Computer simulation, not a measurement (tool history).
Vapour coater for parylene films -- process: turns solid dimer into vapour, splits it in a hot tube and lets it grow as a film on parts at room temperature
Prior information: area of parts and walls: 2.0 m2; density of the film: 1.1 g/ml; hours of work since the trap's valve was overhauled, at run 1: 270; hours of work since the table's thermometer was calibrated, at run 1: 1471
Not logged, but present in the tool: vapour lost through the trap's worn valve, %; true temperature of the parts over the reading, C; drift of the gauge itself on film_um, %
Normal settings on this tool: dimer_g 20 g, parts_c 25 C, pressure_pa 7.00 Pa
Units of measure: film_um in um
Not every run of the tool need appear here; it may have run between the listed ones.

run	day	dimer_g	parts_c	pressure_pa	hours of work since the trap's valve was overhauled	hours of work since the table's thermometer was calibrated	film_um
1	0.000	20	25	7.00	270	1471	4.03
2	1.608	20	29	7.00	296	1497	3.51
3	2.875	20	29	8.48	317	1518	3.34
4	4.912	20	25	7.00	350	1550	3.94
5	6.000	20	25	6.51	367	1568	4.00
# day 6.350: trap's valve overhauled
6	7.817	13	25	7.00	24	1595	2.75
7	10.054	13	25	7.00	60	1631	2.75
8	11.779	20	25	3.33	88	1659	4.61
9	13.842	27	25	7.00	121	1693	5.69
10	15.892	27	25	7.00	155	1726	5.52
11	17.542	12	25	7.00	181	1753	2.49
12	18.717	20	25	7.00	201	1772	4.09
13	19.988	20	25	8.31	221	1792	4.00
14	21.171	24	25	8.31	240	1811	4.84
15	22.504	24	25	8.31	262	1833	4.75
16	24.379	24	25	8.31	292	1863	4.72
17	25.717	24	25	8.31	314	1885	4.65
18	26.850	20	25	7.00	332	1904	3.95
# day 27.012: table's thermometer calibrated
19	29.025	20	25	7.00	367	33	4.03
# day 29.400: trap's valve overhauled
20	30.362	20	25	7.00	16	52	4.27
21	32.396	34	27	3.13	49	85	7.53
22	34.683	9	18	9.47	86	122	2.37
23	36.538	9	18	9.47	116	152	2.37
24	38.021	11	17	7.00	140	176	3.10
25	40.550	25	36	2.97	181	217	3.93
# day 40.838: table's thermometer calibrated, once more
26	43.046	20	25	5.49	221	36	4.13
27	44.300	20	28	2.50	241	56	4.15
28	46.046	20	28	2.50	269	84	4.04
29	47.812	25	24	6.61	298	113	5.16
30	50.192	25	24	2.49	336	152	5.80
31	51.571	9	27	7.00	359	174	1.65
# day 52.346: trap's valve overhauled
32	53.404	27	22	8.01	17	201	6.22
33	55.658	20	25	7.65	54	238	4.09
34	58.117	20	25	7.65	94	278	4.14
35	59.954	9	23	9.59	123	307	1.92

Selected run-to-run steps in film_um, each split into two signed amounts: the part the tool would show with no hidden state at all (from settings, incoming material and random variation), and the remainder, which goes to the hidden state together with any gauge scatter not common to the measured and the hidden-state-free results:
Run 5 -> 6: dimer_g 20 -> 13, pressure_pa 6.51 -> 7.00, trap's valve overhauled. film_um -1.25 um: hidden state +0.27, all else -1.52.
Run 19 -> 20: trap's valve overhauled. film_um +0.24 um: hidden state +0.29, all else -0.05.
Run 21 -> 22: dimer_g 34 -> 9, parts_c 27 -> 18, pressure_pa 3.13 -> 9.47. film_um -5.16 um: hidden state -0.14, all else -5.02.
Run 30 -> 31: dimer_g 25 -> 9, parts_c 24 -> 27, pressure_pa 2.49 -> 7.00. film_um -4.15 um: hidden state +0.26, all else -4.41.
Run 31 -> 32: dimer_g 9 -> 27, parts_c 27 -> 22, pressure_pa 7.00 -> 8.01, trap's valve overhauled. film_um +4.57 um: hidden state +0.12, all else +4.45.
